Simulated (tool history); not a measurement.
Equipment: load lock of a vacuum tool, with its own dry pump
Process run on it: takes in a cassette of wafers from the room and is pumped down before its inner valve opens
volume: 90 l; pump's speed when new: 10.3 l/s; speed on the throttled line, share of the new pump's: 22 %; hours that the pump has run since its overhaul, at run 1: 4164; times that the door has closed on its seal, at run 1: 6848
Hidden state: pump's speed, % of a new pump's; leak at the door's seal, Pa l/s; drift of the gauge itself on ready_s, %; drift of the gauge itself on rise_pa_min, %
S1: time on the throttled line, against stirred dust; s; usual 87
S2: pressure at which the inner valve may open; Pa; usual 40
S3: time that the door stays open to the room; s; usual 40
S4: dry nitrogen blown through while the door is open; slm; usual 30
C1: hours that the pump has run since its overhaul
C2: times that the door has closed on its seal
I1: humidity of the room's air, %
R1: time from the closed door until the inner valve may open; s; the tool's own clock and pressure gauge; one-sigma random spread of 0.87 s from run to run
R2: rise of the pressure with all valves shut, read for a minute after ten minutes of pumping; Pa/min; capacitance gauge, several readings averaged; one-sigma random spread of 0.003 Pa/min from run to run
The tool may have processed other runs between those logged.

Run 1, hour 0: usual settings; C1 4164; C2 6848; I1 46.7. Result: R1 142.1 s, R2 0.01 Pa/min.
Run 2, hour 108.7: usual settings; C1 4273; C2 7254; I1 45.3. Result: R1 140.4 s, R2 0.012 Pa/min.
Run 3, hour 202.2: usual settings; C1 4366; C2 7602; I1 44.3. Result: R1 141.9 s, R2 0.008 Pa/min.
Run 4, hour 308.3: usual settings but S2 51 Pa; C1 4472; C2 7997; I1 46.3. Result: R1 140.8 s, R2 0.018 Pa/min.
Run 5, hour 438.6: usual settings but S3 56 s; C1 4603; C2 8483; I1 44.4. Result: R1 142.8 s, R2 0.017 Pa/min.
Run 6, hour 547.7: usual settings but S3 56 s; C1 4712; C2 8889; I1 43.9. Result: R1 142.5 s, R2 0.017 Pa/min.
Run 7, hour 688.9: usual settings but S3 56 s; C1 4853; C2 9416; I1 44.5. Result: R1 143.4 s, R2 0.018 Pa/min.
Run 8, hour 818.7: usual settings but S3 56 s; C1 4983; C2 9899; I1 47.2. Result: R1 142.3 s, R2 0.019 Pa/min.
Run 9, hour 917.5: usual settings; C1 5082; C2 10267; I1 42.6. Result: R1 143.6 s, R2 0.012 Pa/min.
Run 10, hour 1014.7: usual settings; C1 5179; C2 10629; I1 46.5. Result: R1 142.2 s, R2 0.012 Pa/min.
Run 11, hour 1132.1: usual settings; C1 5296; C2 11067; I1 44.6. Result: R1 141.7 s, R2 0.023 Pa/min.
Run 12, hour 1240.8: usual settings; C1 5405; C2 11472; I1 44.7. Result: R1 143.3 s, R2 0.016 Pa/min.
Run 13, hour 1337.3: usual settings; C1 5501; C2 11832; I1 44.1. Result: R1 143.5 s, R2 0.014 Pa/min.
Run 14, hour 1461.9: usual settings but S1 47 s, S2 34 Pa; C1 5626; C2 12296; I1 46. Result: R1 115.6 s, R2 0.016 Pa/min.
Run 15, hour 1548: usual settings but S1 155 s; C1 5712; C2 12617; I1 47.5. Result: R1 196.2 s, R2 0.019 Pa/min.
Run 16, hour 1630.8: usual settings but S1 155 s; C1 5795; C2 12925; I1 45.7. Result: R1 195.6 s, R2 0.02 Pa/min.
Run 17, hour 1769.3: usual settings but S1 168 s, S2 76 Pa, S3 169 s, S4 4 slm; C1 5933; C2 13441; I1 44.9. Result: R1 197 s, R2 0.072 Pa/min.
Run 18, hour 1871.5: usual settings but S1 51 s, S2 29 Pa, S3 169 s, S4 4 slm; C1 6036; C2 13822; I1 44.5. Result: R1 120.8 s, R2 0.072 Pa/min.
Run 19, hour 1994.5: usual settings but S2 69 Pa, S3 96 s; C1 6159; C2 14280; I1 43.1. Result: R1 138.3 s, R2 0.026 Pa/min.
Run 20, hour 2062.7: usual settings but S2 69 Pa, S3 96 s; C1 6227; C2 14535; I1 42.7. Result: R1 139.7 s, R2 0.023 Pa/min.
Run 21, hour 2176.1: usual settings but S1 57 s, S2 36 Pa, S3 28 s, S4 21 slm; C1 6340; C2 14957; I1 47. Result: R1 124.9 s, R2 0.022 Pa/min.

Expected results for the next run?
Run 22, hour 2302.7: usual settings but S1 57 s, S2 36 Pa, S3 28 s, S4 21 slm; C1 6467; C2 15429; I1 41.8. Result: R1 ?, R2 ?.

For run 22 the tool returned R1 123.6 s, R2 0.019 Pa/min.
Minus the tool's unlogged condition, the same run would have read R1 113.9 s, R2 0.008 Pa/min.

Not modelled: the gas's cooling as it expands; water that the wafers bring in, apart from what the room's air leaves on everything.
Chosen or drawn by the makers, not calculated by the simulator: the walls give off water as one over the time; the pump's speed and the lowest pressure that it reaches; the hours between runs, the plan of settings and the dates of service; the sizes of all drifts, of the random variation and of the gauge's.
